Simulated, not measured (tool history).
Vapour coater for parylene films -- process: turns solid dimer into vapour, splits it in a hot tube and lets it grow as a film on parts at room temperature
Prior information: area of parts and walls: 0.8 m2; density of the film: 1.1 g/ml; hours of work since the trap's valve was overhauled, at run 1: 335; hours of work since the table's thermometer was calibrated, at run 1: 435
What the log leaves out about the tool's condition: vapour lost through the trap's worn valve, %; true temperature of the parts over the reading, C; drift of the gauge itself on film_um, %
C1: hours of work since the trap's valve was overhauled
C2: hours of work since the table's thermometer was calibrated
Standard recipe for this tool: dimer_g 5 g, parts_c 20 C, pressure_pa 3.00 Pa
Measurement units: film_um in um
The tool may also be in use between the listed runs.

{"run": 1, "hour": 0.0, "dimer_g": 5, "parts_c": 20, "pressure_pa": 3.0, "C1": 335, "C2": 435, "film_um": 2.83}
{"run": 2, "hour": 25.6, "dimer_g": 5, "parts_c": 20, "pressure_pa": 3.0, "C1": 347, "C2": 448, "film_um": 2.8}
{"run": 3, "hour": 45.9, "dimer_g": 5, "parts_c": 20, "pressure_pa": 4.43, "C1": 356, "C2": 457, "film_um": 2.61}
{"run": 4, "hour": 62.5, "dimer_g": 5, "parts_c": 31, "pressure_pa": 3.0, "C1": 364, "C2": 465, "film_um": 1.67}
{"run": 5, "hour": 85.7, "dimer_g": 5, "parts_c": 31, "pressure_pa": 3.0, "C1": 375, "C2": 476, "film_um": 1.64}
{"run": 6, "hour": 116.7, "dimer_g": 5, "parts_c": 15, "pressure_pa": 3.0, "C1": 390, "C2": 491, "film_um": 3.57}
{"run": 7, "hour": 147.3, "dimer_g": 5, "parts_c": 15, "pressure_pa": 4.43, "C1": 404, "C2": 505, "film_um": 3.37}
{"run": 8, "hour": 168.2, "dimer_g": 5, "parts_c": 15, "pressure_pa": 4.43, "C1": 414, "C2": 515, "film_um": 3.44}
{"run": 9, "hour": 187.0, "dimer_g": 5, "parts_c": 20, "pressure_pa": 2.86, "C1": 423, "C2": 524, "film_um": 2.84}
{"run": 10, "hour": 211.0, "dimer_g": 5, "parts_c": 20, "pressure_pa": 3.0, "C1": 435, "C2": 536, "film_um": 2.8}
{"run": 11, "hour": 242.9, "dimer_g": 5, "parts_c": 20, "pressure_pa": 3.0, "C1": 450, "C2": 551, "film_um": 2.81}
{"run": 12, "hour": 276.7, "dimer_g": 5, "parts_c": 20, "pressure_pa": 4.37, "C1": 466, "C2": 567, "film_um": 2.65}
{"run": 13, "hour": 301.0, "dimer_g": 5, "parts_c": 20, "pressure_pa": 4.37, "C1": 477, "C2": 578, "film_um": 2.62}
{"run": 14, "hour": 320.6, "dimer_g": 5, "parts_c": 20, "pressure_pa": 4.51, "C1": 487, "C2": 588, "film_um": 2.58}
{"run": 15, "hour": 353.1, "dimer_g": 5, "parts_c": 20, "pressure_pa": 4.51, "C1": 502, "C2": 603, "film_um": 2.65}
{"hour": 384.5, "done": "trap's valve overhauled"}
{"run": 16, "hour": 392.9, "dimer_g": 5, "parts_c": 20, "pressure_pa": 3.0, "C1": 4, "C2": 620, "film_um": 2.82}
{"run": 17, "hour": 426.2, "dimer_g": 5, "parts_c": 20, "pressure_pa": 3.0, "C1": 20, "C2": 636, "film_um": 2.82}
{"run": 18, "hour": 460.3, "dimer_g": 5, "parts_c": 15, "pressure_pa": 3.0, "C1": 36, "C2": 652, "film_um": 3.53}
{"run": 19, "hour": 482.9, "dimer_g": 5, "parts_c": 15, "pressure_pa": 3.0, "C1": 47, "C2": 663, "film_um": 3.5}
{"run": 20, "hour": 510.1, "dimer_g": 5, "parts_c": 29, "pressure_pa": 3.0, "C1": 60, "C2": 676, "film_um": 1.82}
{"run": 21, "hour": 535.3, "dimer_g": 5, "parts_c": 29, "pressure_pa": 3.0, "C1": 72, "C2": 687, "film_um": 1.84}
{"run": 22, "hour": 572.2, "dimer_g": 5, "parts_c": 20, "pressure_pa": 4.86, "C1": 89, "C2": 705, "film_um": 2.65}
{"run": 23, "hour": 592.5, "dimer_g": 5, "parts_c": 20, "pressure_pa": 4.86, "C1": 99, "C2": 715, "film_um": 2.59}
{"run": 24, "hour": 621.5, "dimer_g": 5, "parts_c": 24, "pressure_pa": 2.2, "C1": 112, "C2": 728, "film_um": 2.33}
{"run": 25, "hour": 651.4, "dimer_g": 7, "parts_c": 20, "pressure_pa": 9.41, "C1": 127, "C2": 743, "film_um": 3.3}
{"run": 26, "hour": 690.4, "dimer_g": 7, "parts_c": 15, "pressure_pa": 3.0, "C1": 145, "C2": 761, "film_um": 4.95}
{"run": 27, "hour": 727.1, "dimer_g": 2, "parts_c": 15, "pressure_pa": 2.28, "C1": 163, "C2": 778, "film_um": 1.45}
{"run": 28, "hour": 766.5, "dimer_g": 2, "parts_c": 15, "pressure_pa": 2.28, "C1": 181, "C2": 797, "film_um": 1.5}
{"run": 29, "hour": 803.6, "dimer_g": 7, "parts_c": 20, "pressure_pa": 3.0, "C1": 199, "C2": 815, "film_um": 3.89}
{"run": 30, "hour": 837.7, "dimer_g": 7, "parts_c": 23, "pressure_pa": 5.25, "C1": 215, "C2": 831, "film_um": 3.09}
{"run": 31, "hour": 870.6, "dimer_g": 6, "parts_c": 13, "pressure_pa": 10.72, "C1": 231, "C2": 847, "film_um": 3.92}
{"run": 32, "hour": 907.6, "dimer_g": 6, "parts_c": 13, "pressure_pa": 10.72, "C1": 248, "C2": 864, "film_um": 3.92}
{"run": 33, "hour": 937.6, "dimer_g": 5, "parts_c": 20, "pressure_pa": 3.0, "C1": 262, "C2": 878, "film_um": 2.82}
{"run": 34, "hour": 957.9, "dimer_g": 9, "parts_c": 22, "pressure_pa": 3.0, "C1": 272, "C2": 888, "film_um": 4.59}
{"run": 35, "hour": 984.6, "dimer_g": 3, "parts_c": 23, "pressure_pa": 7.71, "C1": 285, "C2": 901, "film_um": 1.27}
{"run": 36, "hour": 1006.5, "dimer_g": 5, "parts_c": 14, "pressure_pa": 3.0, "C1": 295, "C2": 911, "film_um": 3.77}
{"run": 37, "hour": 1045.0, "dimer_g": 5, "parts_c": 14, "pressure_pa": 3.0, "C1": 313, "C2": 929, "film_um": 3.71}
{"run": 38, "hour": 1079.4, "dimer_g": 5, "parts_c": 14, "pressure_pa": 3.0, "C1": 330, "C2": 946, "film_um": 3.79}
{"run": 39, "hour": 1117.9, "dimer_g": 4, "parts_c": 20, "pressure_pa": 3.0, "C1": 348, "C2": 964, "film_um": 2.25}
{"run": 40, "hour": 1134.3, "dimer_g": 4, "parts_c": 25, "pressure_pa": 6.29, "C1": 356, "C2": 972, "film_um": 1.6}
{"run": 41, "hour": 1172.9, "dimer_g": 4, "parts_c": 25, "pressure_pa": 6.29, "C1": 374, "C2": 990, "film_um": 1.55}

Expected results for the next run?
{"run": 42, "hour": 1201.2, "dimer_g": 6, "parts_c": 25, "pressure_pa": 6.29, "C1": 387, "C2": 1003, "film_um": "?"}

film_um: 2.36 um
Take away the tool's hidden state, keep the run-to-run variation as it was, and the same run would have given film_um 2.37 um.
